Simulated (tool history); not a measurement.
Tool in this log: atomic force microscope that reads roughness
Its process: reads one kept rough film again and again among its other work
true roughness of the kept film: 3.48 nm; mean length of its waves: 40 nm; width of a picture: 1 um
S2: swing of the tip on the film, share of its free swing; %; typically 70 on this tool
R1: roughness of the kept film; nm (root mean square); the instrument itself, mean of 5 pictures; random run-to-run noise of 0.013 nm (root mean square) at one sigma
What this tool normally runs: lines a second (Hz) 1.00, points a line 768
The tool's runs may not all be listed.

run 1 hour=0.0 | lines_a_second_(Hz)=1.00 S2=70 points_a_line=768 | R1=3.175
run 2 hour=24.9 | lines_a_second_(Hz)=1.00 S2=70 points_a_line=768 | R1=3.169
run 3 hour=42.0 | lines_a_second_(Hz)=1.00 S2=70 points_a_line=768 | R1=3.178
run 4 hour=64.0 | lines_a_second_(Hz)=1.00 S2=70 points_a_line=768 | R1=3.187
run 5 hour=92.0 | lines_a_second_(Hz)=1.00 S2=70 points_a_line=768 | R1=3.176
run 6 hour=110.0 | lines_a_second_(Hz)=1.00 S2=70 points_a_line=768 | R1=3.171
run 7 hour=132.4 | lines_a_second_(Hz)=1.00 S2=70 points_a_line=768 | R1=3.167
run 8 hour=156.6 | lines_a_second_(Hz)=1.00 S2=70 points_a_line=768 | R1=3.165
-- hour=167.5 new tip fitted
run 9 hour=178.7 | lines_a_second_(Hz)=1.00 S2=70 points_a_line=768 | R1=3.182
run 10 hour=203.2 | lines_a_second_(Hz)=1.00 S2=70 points_a_line=768 | R1=3.178
run 11 hour=229.1 | lines_a_second_(Hz)=1.00 S2=70 points_a_line=768 | R1=3.195
run 12 hour=250.4 | lines_a_second_(Hz)=1.00 S2=70 points_a_line=768 | R1=3.174
run 13 hour=275.0 | lines_a_second_(Hz)=1.00 S2=70 points_a_line=768 | R1=3.150
run 14 hour=287.1 | lines_a_second_(Hz)=1.00 S2=70 points_a_line=338 | R1=3.162
run 15 hour=312.3 | lines_a_second_(Hz)=1.00 S2=70 points_a_line=338 | R1=3.158
run 16 hour=337.4 | lines_a_second_(Hz)=0.66 S2=74 points_a_line=351 | R1=3.184
run 17 hour=358.7 | lines_a_second_(Hz)=2.25 S2=86 points_a_line=768 | R1=2.822
run 18 hour=370.8 | lines_a_second_(Hz)=0.80 S2=74 points_a_line=321 | R1=3.165
run 19 hour=398.9 | lines_a_second_(Hz)=0.71 S2=78 points_a_line=321 | R1=3.155
run 20 hour=426.1 | lines_a_second_(Hz)=0.71 S2=78 points_a_line=321 | R1=3.145
run 21 hour=439.2 | lines_a_second_(Hz)=3.29 S2=75 points_a_line=502 | R1=2.875
run 22 hour=462.4 | lines_a_second_(Hz)=3.46 S2=75 points_a_line=437 | R1=2.841
-- hour=468.0 new tip fitted
run 23 hour=483.8 | lines_a_second_(Hz)=3.46 S2=68 points_a_line=388 | R1=2.972
run 24 hour=495.6 | lines_a_second_(Hz)=2.78 S2=86 points_a_line=561 | R1=2.739
run 25 hour=517.5 | lines_a_second_(Hz)=1.30 S2=70 points_a_line=354 | R1=3.138
run 26 hour=541.0 | lines_a_second_(Hz)=3.20 S2=70 points_a_line=768 | R1=3.001
run 27 hour=557.4 | lines_a_second_(Hz)=2.24 S2=56 points_a_line=768 | R1=3.178
run 28 hour=579.8 | lines_a_second_(Hz)=1.00 S2=65 points_a_line=521 | R1=3.212
run 29 hour=604.5 | lines_a_second_(Hz)=1.00 S2=65 points_a_line=521 | R1=3.177
run 30 hour=630.5 | lines_a_second_(Hz)=1.85 S2=70 points_a_line=905 | R1=3.098

4 options for the next run, each taken on its own from the tool as it stands now. Forecast them:
run A hour=654.6 | lines_a_second_(Hz)=1.40 S2=73 points_a_line=445 | R1=?
run B hour=654.6 | lines_a_second_(Hz)=1.85 S2=78 points_a_line=905 | R1=?
run C hour=654.6 | lines_a_second_(Hz)=1.08 S2=75 points_a_line=494 | R1=?
run D hour=654.6 | lines_a_second_(Hz)=0.52 S2=59 points_a_line=905 | R1=?

run=A R1=3.108
run=B R1=3.019
run=C R1=3.110
run=D R1=3.237
The same runs, with their run-to-run variation unchanged, on a tool lacking any hidden condition would have given:
run=A R1=3.114
run=B R1=3.025
run=C R1=3.116
run=D R1=3.244

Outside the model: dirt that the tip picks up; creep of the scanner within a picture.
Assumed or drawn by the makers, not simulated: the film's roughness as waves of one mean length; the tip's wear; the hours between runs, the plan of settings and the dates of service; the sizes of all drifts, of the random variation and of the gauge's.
